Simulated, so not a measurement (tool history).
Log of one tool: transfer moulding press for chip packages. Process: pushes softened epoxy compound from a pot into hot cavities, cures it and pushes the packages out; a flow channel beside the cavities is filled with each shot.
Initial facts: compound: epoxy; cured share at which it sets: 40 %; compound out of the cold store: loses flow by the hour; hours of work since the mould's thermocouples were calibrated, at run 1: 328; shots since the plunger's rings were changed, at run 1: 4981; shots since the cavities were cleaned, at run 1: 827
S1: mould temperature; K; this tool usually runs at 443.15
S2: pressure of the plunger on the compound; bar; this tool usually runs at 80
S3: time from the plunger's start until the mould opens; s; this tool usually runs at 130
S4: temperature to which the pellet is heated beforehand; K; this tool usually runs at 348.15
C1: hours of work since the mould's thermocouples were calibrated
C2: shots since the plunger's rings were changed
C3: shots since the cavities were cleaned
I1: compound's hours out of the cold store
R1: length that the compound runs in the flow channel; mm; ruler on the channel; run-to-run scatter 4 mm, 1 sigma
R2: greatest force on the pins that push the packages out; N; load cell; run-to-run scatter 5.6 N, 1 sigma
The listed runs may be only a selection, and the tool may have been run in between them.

| run | day | S1 | S2 | S3 | S4 | C1 | C2 | C3 | I1 | R1 | R2 |
|---|---|---|---|---|---|---|---|---|---|---|---|
| 1 | 0 | 443.15 | 80 | 130 | 348.15 | 328 | 4981 | 827 | 36.2 | 718 | 317 |
|  | 1.825 | cavities cleaned with cleaning compound and waxed |
| 2 | 2.025 | 443.15 | 60.9 | 130 | 348.15 | 348 | 5281 | 31 | 27.5 | 632 | 222 |
| 3 | 5.167 | 443.15 | 80 | 130 | 348.15 | 380 | 5760 | 510 | 14 | 752 | 294 |
|  | 7.004 | plunger's sealing rings changed |
| 4 | 7.121 | 443.15 | 80 | 140 | 348.15 | 400 | 17 | 792 | 12.3 | 816 | 305 |
|  | 9.242 | cavities cleaned with cleaning compound and waxed |
| 5 | 10.171 | 443.15 | 80 | 140 | 348.15 | 430 | 473 | 142 | 27.1 | 781 | 223 |
| 6 | 11.8 | 443.15 | 80 | 140 | 348.15 | 447 | 722 | 391 | 47.4 | 734 | 266 |
| 7 | 15.167 | 443.15 | 80 | 130 | 348.15 | 482 | 1235 | 904 | 11.9 | 805 | 335 |
|  | 16.462 | cavities cleaned with cleaning compound and waxed |
| 8 | 17.942 | 443.15 | 75.1 | 130 | 348.15 | 510 | 1649 | 225 | 35.1 | 722 | 265 |
| 9 | 19.929 | 443.15 | 70.7 | 130 | 348.15 | 531 | 1953 | 529 | 23.2 | 727 | 316 |
| 10 | 21.479 | 443.15 | 75.4 | 130 | 348.15 | 547 | 2189 | 765 | 43.9 | 699 | 325 |
|  | 23.654 | cavities cleaned with cleaning compound and waxed |
| 11 | 24.862 | 443.15 | 93.4 | 130 | 348.15 | 581 | 2696 | 184 | 39.8 | 779 | 257 |
| 12 | 28.142 | 443.15 | 93.4 | 130 | 348.15 | 615 | 3196 | 684 | 9.5 | 854 | 338 |
|  | 30.988 | cavities cleaned with cleaning compound and waxed |
| 13 | 31.529 | 443.15 | 80 | 130 | 348.15 | 650 | 3704 | 83 | 12.8 | 771 | 241 |
| 14 | 34.104 | 443.15 | 80 | 130 | 348.15 | 676 | 4096 | 475 | 13.1 | 765 | 310 |
| 15 | 35.496 | 442.15 | 80 | 130 | 348.15 | 691 | 4309 | 688 | 16.9 | 756 | 343 |
| 16 | 37.933 | 439.15 | 80 | 131 | 348.15 | 716 | 4681 | 1060 | 42.2 | 709 | 426 |
|  | 38.25 | cavities cleaned with cleaning compound and waxed |
| 17 | 40.204 | 442.15 | 80 | 130 | 351.15 | 739 | 5018 | 298 | 15 | 755 | 313 |
| 18 | 42.388 | 442.15 | 80 | 130 | 342.15 | 761 | 5351 | 631 | 11.1 | 757 | 338 |
|  | 45.575 | cavities cleaned with cleaning compound and waxed |
| 19 | 45.592 | 436.15 | 74.5 | 131 | 339.15 | 794 | 5831 | 3 | 41.4 | 696 | 330 |
|  | 46.921 | plunger's sealing rings changed |
| 20 | 48.371 | 441.15 | 80 | 160 | 348.15 | 821 | 222 | 411 | 21.7 | 812 | 258 |
|  | 49.158 | mould's thermocouples calibrated |
| 21 | 51.479 | 441.15 | 80 | 160 | 348.15 | 24 | 683 | 872 | 21.1 | 803 | 276 |
|  | 52.933 | cavities cleaned with cleaning compound and waxed |
| 22 | 53.733 | 446.15 | 73.3 | 133 | 353.15 | 47 | 1017 | 122 | 47.5 | 677 | 217 |
| 23 | 57.092 | 446.15 | 73.3 | 133 | 353.15 | 81 | 1530 | 635 | 26.7 | 718 | 289 |
| 24 | 59.088 | 446.15 | 73.3 | 133 | 353.15 | 102 | 1834 | 939 | 42 | 683 | 314 |
|  | 60.1 | cavities cleaned with cleaning compound and waxed |
| 25 | 61.883 | 446.15 | 73.3 | 133 | 353.15 | 130 | 2252 | 273 | 35.2 | 693 | 245 |
| 26 | 64.983 | 446.15 | 95 | 159 | 353.15 | 162 | 2725 | 746 | 47.7 | 754 | 275 |
| 27 | 66.408 | 439.15 | 96.3 | 122 | 358.15 | 177 | 2942 | 963 | 34.2 | 823 | 439 |
|  | 67.292 | cavities cleaned with cleaning compound and waxed |
| 28 | 68.554 | 439.15 | 96.3 | 122 | 358.15 | 199 | 3260 | 193 | 28.5 | 829 | 355 |

What if the next run were any one of these 3? Each begins from the tool's condition after run 28:
| A | 70.383 | 439.15 | 61.9 | 141 | 344.15 | 218 | 3539 | 472 | 10.2 | ? | ? |
| B | 70.383 | 439.15 | 96.3 | 122 | 338.15 | 218 | 3539 | 472 | 41.4 | ? | ? |
| C | 70.383 | 443.15 | 65.2 | 130 | 345.15 | 218 | 3539 | 472 | 46.1 | ? | ? |

| run | R1 | R2 |
|---|---|---|
| A | 700 | 334 |
| B | 798 | 417 |
| C | 631 | 285 |
Stripped of hidden state, with their random variation kept, the same runs would have yielded:
| run | R1 | R2 |
|---|---|---|
| A | 736 | 225 |
| B | 838 | 281 |
| C | 663 | 194 |
